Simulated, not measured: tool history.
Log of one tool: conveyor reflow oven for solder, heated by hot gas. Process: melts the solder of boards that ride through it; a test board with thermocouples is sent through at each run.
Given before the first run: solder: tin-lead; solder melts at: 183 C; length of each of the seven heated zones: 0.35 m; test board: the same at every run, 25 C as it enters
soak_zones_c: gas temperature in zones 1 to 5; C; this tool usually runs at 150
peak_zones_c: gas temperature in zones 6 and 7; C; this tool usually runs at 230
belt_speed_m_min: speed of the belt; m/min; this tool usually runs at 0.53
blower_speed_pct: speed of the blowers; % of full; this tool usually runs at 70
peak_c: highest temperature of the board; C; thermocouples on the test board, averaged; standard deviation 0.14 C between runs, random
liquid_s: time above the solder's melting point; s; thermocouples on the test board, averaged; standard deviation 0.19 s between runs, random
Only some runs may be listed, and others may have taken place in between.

{"run": 1, "hour": 0.0, "soak_zones_c": 150, "peak_zones_c": 230, "belt_speed_m_min": 0.53, "blower_speed_pct": 70, "peak_c": 220.3, "liquid_s": 67.8}
{"run": 2, "hour": 8.7, "soak_zones_c": 150, "peak_zones_c": 230, "belt_speed_m_min": 0.53, "blower_speed_pct": 70, "peak_c": 220.6, "liquid_s": 67.6}
{"run": 3, "hour": 20.4, "soak_zones_c": 147, "peak_zones_c": 230, "belt_speed_m_min": 0.53, "blower_speed_pct": 70, "peak_c": 220, "liquid_s": 66.2}
{"run": 4, "hour": 32.2, "soak_zones_c": 147, "peak_zones_c": 230, "belt_speed_m_min": 0.53, "blower_speed_pct": 70, "peak_c": 220.1, "liquid_s": 66}
{"run": 5, "hour": 47.0, "soak_zones_c": 147, "peak_zones_c": 230, "belt_speed_m_min": 0.53, "blower_speed_pct": 70, "peak_c": 220, "liquid_s": 66.4}
{"run": 6, "hour": 59.7, "soak_zones_c": 146, "peak_zones_c": 227, "belt_speed_m_min": 0.616, "blower_speed_pct": 57, "peak_c": 210.1, "liquid_s": 47.8}
{"run": 7, "hour": 73.2, "soak_zones_c": 163, "peak_zones_c": 227, "belt_speed_m_min": 0.547, "blower_speed_pct": 57, "peak_c": 216.6, "liquid_s": 68.9}
{"run": 8, "hour": 87.7, "soak_zones_c": 159, "peak_zones_c": 227, "belt_speed_m_min": 0.547, "blower_speed_pct": 74, "peak_c": 218.7, "liquid_s": 69}
{"run": 9, "hour": 103.0, "soak_zones_c": 150, "peak_zones_c": 232, "belt_speed_m_min": 0.53, "blower_speed_pct": 70, "peak_c": 222.2, "liquid_s": 68.9}
{"run": 10, "hour": 111.0, "soak_zones_c": 136, "peak_zones_c": 241, "belt_speed_m_min": 0.53, "blower_speed_pct": 52, "peak_c": 223.6, "liquid_s": 63.6}

Below are 3 alternative next runs, each starting from the tool's condition after run 10. Predict each:
{"run": "A", "hour": 121.2, "soak_zones_c": 160, "peak_zones_c": 229, "belt_speed_m_min": 0.53, "blower_speed_pct": 87, "peak_c": "?", "liquid_s": "?"}
{"run": "B", "hour": 121.2, "soak_zones_c": 136, "peak_zones_c": 241, "belt_speed_m_min": 0.557, "blower_speed_pct": 87, "peak_c": "?", "liquid_s": "?"}
{"run": "C", "hour": 121.2, "soak_zones_c": 160, "peak_zones_c": 230, "belt_speed_m_min": 0.492, "blower_speed_pct": 65, "peak_c": "?", "liquid_s": "?"}

run=A peak_c=222.8 liquid_s=73.7
run=B peak_c=230.9 liquid_s=65.7
run=C peak_c=222.3 liquid_s=79.1
With no hidden state in the tool, these same runs would have given:
run=A peak_c=222.7 liquid_s=73.7
run=B peak_c=230.8 liquid_s=65.6
run=C peak_c=222.2 liquid_s=79
